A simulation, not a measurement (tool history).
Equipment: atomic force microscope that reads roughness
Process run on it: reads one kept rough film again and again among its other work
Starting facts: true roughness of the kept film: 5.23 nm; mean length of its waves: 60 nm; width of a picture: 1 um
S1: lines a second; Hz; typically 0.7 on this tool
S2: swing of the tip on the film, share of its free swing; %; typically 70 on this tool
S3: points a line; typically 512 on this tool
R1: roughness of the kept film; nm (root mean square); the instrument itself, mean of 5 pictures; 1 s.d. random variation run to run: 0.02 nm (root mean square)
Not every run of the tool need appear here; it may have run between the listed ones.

run   hour     S1  S2   S3     R1
  1      0    0.7  70  512  4.812
  2    6.8    0.7  70  512  4.854
  3   13.1    0.7  70  512  4.844
  4   17.3    0.7  70  314  4.817
  5     27    0.7  70  314    4.8
  6   34.2    0.7  70  512  4.834
  7   43.8    0.7  70  512  4.798
  8   52.1    0.7  70  512  4.849
  9   56.2    0.7  70  512  4.822
      63.5  -- new tip fitted
 10   65.3    0.7  70  278  4.819
 11   69.7    0.7  70  278  4.824
 12   76.9  1.264  70  708  4.751
 13   83.8  2.824  63  408  4.657
 14   91.8    0.7  87  395  4.635
 15   99.4    0.7  87  557  4.666
 16  105.1    0.7  87  557   4.64
 17    114    0.7  87  557  4.681
 18    121  2.615  82  957  4.193
 19  128.9  2.976  59  456   4.66
     133.6  -- new tip fitted
 20  136.6  2.976  59  456  4.672
 21  146.2  2.749  56  563  4.783

For some of the steps in R1 from one run to the next: how much would appear even if the tool had no hidden state, given the settings, what came in and random variation, and how much remains for the hidden state plus any gauge scatter that the measured result and the result without hidden state don't share?
Hidden state at play: radius of the tip, nm; height scale over the true one, %; drift of the gauge itself on roughness_nm, %.
Run 9 -> 10: S3 512 -> 278, new tip fitted. R1 -0.003 nm (root mean square): hidden state +0.02, all else -0.023.
Run 17 -> 18: S1 0.7 -> 2.615, S2 87 -> 82, S3 557 -> 957. R1 -0.488 nm (root mean square): hidden state +0, all else -0.488.
Run 18 -> 19: S1 2.615 -> 2.976, S2 82 -> 59, S3 957 -> 456. R1 +0.467 nm (root mean square): hidden state -0.005, all else +0.472.
Run 19 -> 20: new tip fitted. R1 +0.012 nm (root mean square): hidden state +0.02, all else -0.008.
